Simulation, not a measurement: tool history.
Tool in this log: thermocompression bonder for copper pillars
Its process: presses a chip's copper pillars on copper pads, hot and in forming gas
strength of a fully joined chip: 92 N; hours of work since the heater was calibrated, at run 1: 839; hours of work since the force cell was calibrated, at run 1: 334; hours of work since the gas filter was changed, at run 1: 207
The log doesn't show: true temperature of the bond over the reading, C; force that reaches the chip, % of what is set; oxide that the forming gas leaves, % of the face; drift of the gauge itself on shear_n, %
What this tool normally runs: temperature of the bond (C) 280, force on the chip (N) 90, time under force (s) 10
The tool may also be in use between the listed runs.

| run | hour | temperature of the bond (C) | force on the chip (N) | time under force (s) | hours of work since the heater was calibrated | hours of work since the force cell was calibrated | hours of work since the gas filter was changed | force that shears a chip off (N) |
|---|---|---|---|---|---|---|---|---|
| 1 | 0.0 | 280 | 90 | 10 | 839 | 334 | 207 | 61.2 |
| 2 | 29.8 | 280 | 90 | 10 | 856 | 350 | 223 | 61.3 |
| 3 | 74.1 | 280 | 90 | 10 | 880 | 374 | 247 | 61.4 |
| 4 | 131.1 | 280 | 90 | 10 | 910 | 405 | 278 | 61.3 |
| 5 | 181.4 | 280 | 90 | 10 | 938 | 432 | 305 | 61.2 |
| 6 | 218.6 | 280 | 90 | 10 | 958 | 453 | 325 | 61.8 |
| 7 | 247.6 | 280 | 90 | 17 | 974 | 468 | 341 | 70.5 |
| 8 | 296.2 | 273 | 90 | 10 | 1000 | 495 | 367 | 58.5 |
| 9 | 323.0 | 273 | 90 | 10 | 1014 | 509 | 382 | 58.0 |
| 10 | 356.9 | 273 | 90 | 10 | 1033 | 528 | 400 | 58.6 |
|  | 365.1 | forming gas filter changed |
| 11 | 394.9 | 273 | 90 | 10 | 1053 | 548 | 16 | 58.1 |
|  | 401.7 | heater calibrated with a thermocouple chip |
| 12 | 440.9 | 299 | 103 | 10 | 21 | 572 | 40 | 71.2 |
| 13 | 483.7 | 299 | 103 | 10 | 44 | 595 | 63 | 71.3 |
| 14 | 509.6 | 299 | 103 | 10 | 58 | 609 | 77 | 71.2 |
| 15 | 566.6 | 292 | 73 | 13 | 89 | 640 | 108 | 65.9 |
| 16 | 608.1 | 260 | 56 | 9 | 112 | 662 | 131 | 41.0 |
| 17 | 637.0 | 267 | 83 | 6 | 128 | 678 | 146 | 45.1 |
| 18 | 697.5 | 285 | 111 | 17 | 160 | 711 | 179 | 75.5 |

Branching from run 18: 5 alternative next runs. What would each branch give?
| A | 729.8 | 303 | 90 | 20 | 178 | 728 | 197 | ? |
| B | 729.8 | 268 | 72 | 6 | 178 | 728 | 197 | ? |
| C | 729.8 | 261 | 130 | 9 | 178 | 728 | 197 | ? |
| D | 729.8 | 280 | 92 | 10 | 178 | 728 | 197 | ? |
| E | 729.8 | 307 | 80 | 5 | 178 | 728 | 197 | ? |

| run | force that shears a chip off (N) |
|---|---|
| A | 79.3 |
| B | 42.7 |
| C | 58.4 |
| D | 61.2 |
| E | 57.2 |
What these runs would have given with no unlogged condition in the tool:
| run | force that shears a chip off (N) |
|---|---|
| A | 80.2 |
| B | 43.2 |
| C | 59.1 |
| D | 61.8 |
| E | 57.8 |

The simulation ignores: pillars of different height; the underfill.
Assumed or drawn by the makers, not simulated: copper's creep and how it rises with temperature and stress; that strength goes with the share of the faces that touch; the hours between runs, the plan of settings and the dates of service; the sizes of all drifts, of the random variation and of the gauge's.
